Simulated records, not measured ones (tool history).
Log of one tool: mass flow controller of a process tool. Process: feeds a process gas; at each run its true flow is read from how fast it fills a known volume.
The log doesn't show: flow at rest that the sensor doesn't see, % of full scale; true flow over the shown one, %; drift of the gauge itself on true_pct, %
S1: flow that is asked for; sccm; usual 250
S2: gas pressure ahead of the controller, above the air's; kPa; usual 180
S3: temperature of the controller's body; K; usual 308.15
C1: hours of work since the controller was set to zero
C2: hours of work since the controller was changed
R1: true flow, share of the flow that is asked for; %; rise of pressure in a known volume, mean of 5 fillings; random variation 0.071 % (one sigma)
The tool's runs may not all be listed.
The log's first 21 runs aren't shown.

run    hour   S1   S2      S3    C1    C2      R1
 22  3058.7  250  149  295.15  2263  2263  100.71
 23  3231.3  250  149  295.15  2335  2335  100.70
 24  3374.1  250  149  295.15  2394  2394  100.79
 25  3488.6  226  153  299.15  2442  2442  101.28
 26  3687.3  226  153  310.15  2525  2525  102.55
 27  3880.2  226  153  297.15  2605  2605  101.11
 28  4057.5  226  153  297.15  2679  2679  100.97
 29  4202.5  226  153  297.15  2739  2739  100.95
 30  4341.6  226  150  303.15  2797  2797  101.81

Forecast each of these 4 alternatives for the next run:
  A  4474.4  200  150  298.15  2852  2852   ?
  B  4474.4  190  180  309.15  2852  2852   ?
  C  4474.4  250  179  308.15  2852  2852   ?
  D  4474.4   64  173  303.15  2852  2852   ?

run      R1
  A  101.47
  B  102.76
  C  102.25
  D  105.30
Without the tool's hidden state the same runs would have given:
run      R1
  A   99.66
  B  100.87
  C  100.79
  D   99.86

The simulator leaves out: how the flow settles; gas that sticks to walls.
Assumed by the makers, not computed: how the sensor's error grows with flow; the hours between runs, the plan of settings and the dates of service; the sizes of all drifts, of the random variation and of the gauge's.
